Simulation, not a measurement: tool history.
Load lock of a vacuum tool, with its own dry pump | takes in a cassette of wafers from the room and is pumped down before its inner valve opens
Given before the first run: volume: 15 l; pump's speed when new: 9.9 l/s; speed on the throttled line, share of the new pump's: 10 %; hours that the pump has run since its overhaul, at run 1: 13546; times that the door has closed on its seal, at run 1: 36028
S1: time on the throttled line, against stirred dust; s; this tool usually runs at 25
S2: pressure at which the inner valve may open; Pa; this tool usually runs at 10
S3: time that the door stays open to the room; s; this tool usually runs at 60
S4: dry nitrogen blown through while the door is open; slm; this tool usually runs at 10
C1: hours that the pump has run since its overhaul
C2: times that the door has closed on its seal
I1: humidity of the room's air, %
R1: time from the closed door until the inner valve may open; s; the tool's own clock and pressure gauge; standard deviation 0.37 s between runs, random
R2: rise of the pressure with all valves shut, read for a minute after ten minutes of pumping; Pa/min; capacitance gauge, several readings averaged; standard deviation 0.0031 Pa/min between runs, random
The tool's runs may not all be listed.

run 1 hour=0.0 | S1=25 S2=10 S3=60 S4=10 | C1=13546 C2=36028 | I1=48.6 | R1=36.7 R2=0.076
run 2 hour=450.4 | S1=25 S2=10 S3=60 S4=10 | C1=13997 C2=38179 | I1=42.5 | R1=36.8 R2=0.064
run 3 hour=828.0 | S1=25 S2=10 S3=60 S4=10 | C1=14374 C2=39982 | I1=45.1 | R1=37.0 R2=0.067
run 4 hour=1184.3 | S1=25 S2=10 S3=60 S4=10 | C1=14730 C2=41683 | I1=44.3 | R1=37.2 R2=0.072
run 5 hour=1723.7 | S1=25 S2=10 S3=60 S4=25 | C1=15270 C2=44260 | I1=45.2 | R1=36.9 R2=0.058
run 6 hour=2022.5 | S1=25 S2=10 S3=60 S4=25 | C1=15569 C2=45687 | I1=48.6 | R1=36.6 R2=0.057
run 7 hour=2290.5 | S1=14 S2=10 S3=60 S4=10 | C1=15837 C2=46966 | I1=42.9 | R1=26.8 R2=0.063
run 8 hour=2826.4 | S1=14 S2=10 S3=60 S4=10 | C1=16372 C2=49526 | I1=45.2 | R1=26.4 R2=0.073
run 9 hour=3330.5 | S1=14 S2=10 S3=60 S4=10 | C1=16877 C2=51933 | I1=43.0 | R1=26.3 R2=0.070
run 10 hour=3595.7 | S1=14 S2=10 S3=60 S4=10 | C1=17142 C2=53200 | I1=44.6 | R1=26.8 R2=0.071
-- hour=3824.0 dry pump taken out, an overhauled one fitted
run 11 hour=4075.0 | S1=14 S2=10 S3=60 S4=10 | C1=251 C2=55460 | I1=43.3 | R1=27.0 R2=0.067
run 12 hour=4505.9 | S1=14 S2=10 S3=60 S4=14 | C1=682 C2=57518 | I1=43.3 | R1=26.9 R2=0.062
run 13 hour=4833.6 | S1=33 S2=9 S3=184 S4=12 | C1=1010 C2=59083 | I1=45.1 | R1=44.1 R2=0.095
run 14 hour=5207.4 | S1=32 S2=16 S3=60 S4=24 | C1=1383 C2=60868 | I1=43.3 | R1=42.6 R2=0.051
run 15 hour=5477.7 | S1=25 S2=15 S3=66 S4=10 | C1=1654 C2=62159 | I1=41.9 | R1=35.8 R2=0.069
run 16 hour=5971.7 | S1=20 S2=12 S3=66 S4=10 | C1=2148 C2=64518 | I1=46.9 | R1=32.0 R2=0.074
-- hour=6182.1 door's seal changed, seat wiped
run 17 hour=6523.0 | S1=37 S2=10 S3=118 S4=4 | C1=2698 C2=1629 | I1=46.9 | R1=47.4 R2=0.105
run 18 hour=7015.3 | S1=15 S2=10 S3=31 S4=17 | C1=3190 C2=3980 | I1=42.2 | R1=27.7 R2=0.049
run 19 hour=7421.1 | S1=16 S2=20 S3=31 S4=17 | C1=3596 C2=5918 | I1=42.2 | R1=27.1 R2=0.043
run 20 hour=7693.2 | S1=46 S2=10 S3=60 S4=17 | C1=3868 C2=7217 | I1=44.6 | R1=55.4 R2=0.055
run 21 hour=8077.5 | S1=46 S2=10 S3=55 S4=9 | C1=4252 C2=9053 | I1=45.9 | R1=55.9 R2=0.066

5 ways to go on from here, each from the tool as it stands after run 21. What would each give?
run A hour=8638.3 | S1=30 S2=10 S3=55 S4=22 | C1=4813 C2=11731 | I1=40.9 | R1=? R2=?
run B hour=8638.3 | S1=21 S2=10 S3=55 S4=9 | C1=4813 C2=11731 | I1=45.7 | R1=? R2=?
run C hour=8638.3 | S1=46 S2=10 S3=55 S4=21 | C1=4813 C2=11731 | I1=45.8 | R1=? R2=?
run D hour=8638.3 | S1=25 S2=9 S3=60 S4=10 | C1=4813 C2=11731 | I1=47.8 | R1=? R2=?
run E hour=8638.3 | S1=22 S2=10 S3=60 S4=10 | C1=4813 C2=11731 | I1=43.8 | R1=? R2=?

run=A R1=41.2 R2=0.053
run=B R1=33.2 R2=0.066
run=C R1=56.0 R2=0.053
run=D R1=36.1 R2=0.068
run=E R1=33.9 R2=0.061
Had the tool no hidden state, the same runs would have come out as:
run=A R1=41.1 R2=0.053
run=B R1=33.2 R2=0.066
run=C R1=56.0 R2=0.053
run=D R1=36.1 R2=0.068
run=E R1=33.8 R2=0.061
